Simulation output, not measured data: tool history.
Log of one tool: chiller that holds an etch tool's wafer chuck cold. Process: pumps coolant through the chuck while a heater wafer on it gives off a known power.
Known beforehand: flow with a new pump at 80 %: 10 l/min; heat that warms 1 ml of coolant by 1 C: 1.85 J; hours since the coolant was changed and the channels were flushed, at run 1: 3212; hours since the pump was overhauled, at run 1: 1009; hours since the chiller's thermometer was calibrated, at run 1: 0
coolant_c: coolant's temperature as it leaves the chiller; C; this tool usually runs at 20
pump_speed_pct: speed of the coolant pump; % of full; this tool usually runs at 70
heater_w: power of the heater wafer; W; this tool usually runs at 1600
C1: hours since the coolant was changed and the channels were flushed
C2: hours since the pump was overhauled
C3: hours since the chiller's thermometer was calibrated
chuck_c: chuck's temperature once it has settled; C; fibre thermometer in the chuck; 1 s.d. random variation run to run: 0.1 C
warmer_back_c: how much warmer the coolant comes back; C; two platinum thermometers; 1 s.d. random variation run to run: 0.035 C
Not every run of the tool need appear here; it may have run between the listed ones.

run 1 day=0 | coolant_c=20 pump_speed_pct=70 heater_w=1600 | C1=3212 C2=1009 C3=0 | chuck_c=39.8 warmer_back_c=6.12
run 2 day=2.075 | coolant_c=20 pump_speed_pct=70 heater_w=1600 | C1=3262 C2=1059 C3=50 | chuck_c=39.8 warmer_back_c=6.15
run 3 day=3.821 | coolant_c=20 pump_speed_pct=70 heater_w=1600 | C1=3304 C2=1101 C3=92 | chuck_c=40 warmer_back_c=6.08
run 4 day=6.45 | coolant_c=20 pump_speed_pct=70 heater_w=1600 | C1=3367 C2=1164 C3=155 | chuck_c=40.1 warmer_back_c=6.11
run 5 day=7.758 | coolant_c=27 pump_speed_pct=70 heater_w=1600 | C1=3398 C2=1195 C3=186 | chuck_c=47.1 warmer_back_c=6.12
run 6 day=10.262 | coolant_c=27 pump_speed_pct=70 heater_w=1600 | C1=3458 C2=1255 C3=246 | chuck_c=47.2 warmer_back_c=6.16
run 7 day=11.771 | coolant_c=20 pump_speed_pct=70 heater_w=1600 | C1=3494 C2=1291 C3=282 | chuck_c=40.1 warmer_back_c=6.2
run 8 day=13.775 | coolant_c=20 pump_speed_pct=70 heater_w=1600 | C1=3543 C2=1340 C3=331 | chuck_c=40.3 warmer_back_c=6.28
run 9 day=15.333 | coolant_c=20 pump_speed_pct=70 heater_w=1048 | C1=3580 C2=1377 C3=368 | chuck_c=33.3 warmer_back_c=4.05
run 10 day=18.071 | coolant_c=20 pump_speed_pct=70 heater_w=1600 | C1=3646 C2=1443 C3=434 | chuck_c=40.3 warmer_back_c=6.23
run 11 day=20.129 | coolant_c=20 pump_speed_pct=70 heater_w=1600 | C1=3695 C2=1492 C3=483 | chuck_c=40.3 warmer_back_c=6.2
run 12 day=21.425 | coolant_c=20 pump_speed_pct=70 heater_w=1123 | C1=3726 C2=1523 C3=514 | chuck_c=34.3 warmer_back_c=4.36
run 13 day=22.717 | coolant_c=20 pump_speed_pct=70 heater_w=1277 | C1=3757 C2=1554 C3=545 | chuck_c=36.4 warmer_back_c=4.91
run 14 day=24.6 | coolant_c=20 pump_speed_pct=70 heater_w=1600 | C1=3802 C2=1599 C3=590 | chuck_c=40.3 warmer_back_c=6.27
run 15 day=27.379 | coolant_c=20 pump_speed_pct=70 heater_w=1600 | C1=3869 C2=1666 C3=657 | chuck_c=40.5 warmer_back_c=6.22
run 16 day=30.258 | coolant_c=20 pump_speed_pct=70 heater_w=1600 | C1=3938 C2=1735 C3=726 | chuck_c=40.5 warmer_back_c=6.21
run 17 day=32.646 | coolant_c=20 pump_speed_pct=70 heater_w=1600 | C1=3996 C2=1792 C3=783 | chuck_c=40.5 warmer_back_c=6.24
run 18 day=35.554 | coolant_c=20 pump_speed_pct=70 heater_w=1600 | C1=4065 C2=1862 C3=853 | chuck_c=40.7 warmer_back_c=6.2
run 19 day=38.188 | coolant_c=10 pump_speed_pct=70 heater_w=1827 | C1=4129 C2=1925 C3=917 | chuck_c=33.5 warmer_back_c=7.12
run 20 day=40.629 | coolant_c=10 pump_speed_pct=70 heater_w=1827 | C1=4187 C2=1984 C3=975 | chuck_c=33.8 warmer_back_c=7.14
-- day=41.108 coolant pump overhauled
run 21 day=42.596 | coolant_c=13 pump_speed_pct=83 heater_w=2201 | C1=4229 C2=36 C3=1017 | chuck_c=38.2 warmer_back_c=7.51
run 22 day=43.875 | coolant_c=11 pump_speed_pct=83 heater_w=1803 | C1=4260 C2=66 C3=1048 | chuck_c=31.7 warmer_back_c=6.04
run 23 day=46.404 | coolant_c=20 pump_speed_pct=95 heater_w=1600 | C1=4321 C2=127 C3=1109 | chuck_c=36.4 warmer_back_c=4.74
run 24 day=49.262 | coolant_c=11 pump_speed_pct=86 heater_w=1921 | C1=4389 C2=196 C3=1177 | chuck_c=32.4 warmer_back_c=6.34
run 25 day=52.046 | coolant_c=13 pump_speed_pct=70 heater_w=1600 | C1=4456 C2=263 C3=1244 | chuck_c=34.5 warmer_back_c=6.47
run 26 day=54.404 | coolant_c=13 pump_speed_pct=70 heater_w=1600 | C1=4513 C2=319 C3=1301 | chuck_c=34.5 warmer_back_c=6.42
run 27 day=55.854 | coolant_c=13 pump_speed_pct=70 heater_w=1600 | C1=4547 C2=354 C3=1335 | chuck_c=34.5 warmer_back_c=6.5
-- day=56.512 coolant pump overhauled, once more
run 28 day=57.921 | coolant_c=20 pump_speed_pct=87 heater_w=1600 | C1=4592 C2=34 C3=1380 | chuck_c=36.5 warmer_back_c=4.81
run 29 day=59.404 | coolant_c=11 pump_speed_pct=96 heater_w=1007 | C1=4628 C2=69 C3=1416 | chuck_c=20.5 warmer_back_c=2.71
run 30 day=60.812 | coolant_c=16 pump_speed_pct=70 heater_w=1242 | C1=4662 C2=103 C3=1450 | chuck_c=31.6 warmer_back_c=4.62
run 31 day=63.45 | coolant_c=16 pump_speed_pct=70 heater_w=1653 | C1=4725 C2=167 C3=1513 | chuck_c=36.7 warmer_back_c=6.22
run 32 day=66.304 | coolant_c=16 pump_speed_pct=62 heater_w=2395 | C1=4793 C2=235 C3=1581 | chuck_c=49.4 warmer_back_c=10.11
run 33 day=69.088 | coolant_c=21 pump_speed_pct=69 heater_w=999 | C1=4860 C2=302 C3=1648 | chuck_c=33.8 warmer_back_c=3.74

Predict each of these 3 candidate next runs independently; none follows another, all start after run 33:
run A day=71.438 | coolant_c=20 pump_speed_pct=72 heater_w=801 | C1=4917 C2=358 C3=1705 | chuck_c=? warmer_back_c=?
run B day=71.438 | coolant_c=14 pump_speed_pct=70 heater_w=1180 | C1=4917 C2=358 C3=1705 | chuck_c=? warmer_back_c=?
run C day=71.438 | coolant_c=20 pump_speed_pct=69 heater_w=1811 | C1=4917 C2=358 C3=1705 | chuck_c=? warmer_back_c=?

run=A chuck_c=29.9 warmer_back_c=2.94
run=B chuck_c=29.1 warmer_back_c=4.47
run=C chuck_c=43.2 warmer_back_c=6.82
Without the tool's hidden state the same runs would have given:
run=A chuck_c=28.9 warmer_back_c=2.92
run=B chuck_c=27.8 warmer_back_c=4.44
run=C chuck_c=41.2 warmer_back_c=6.77
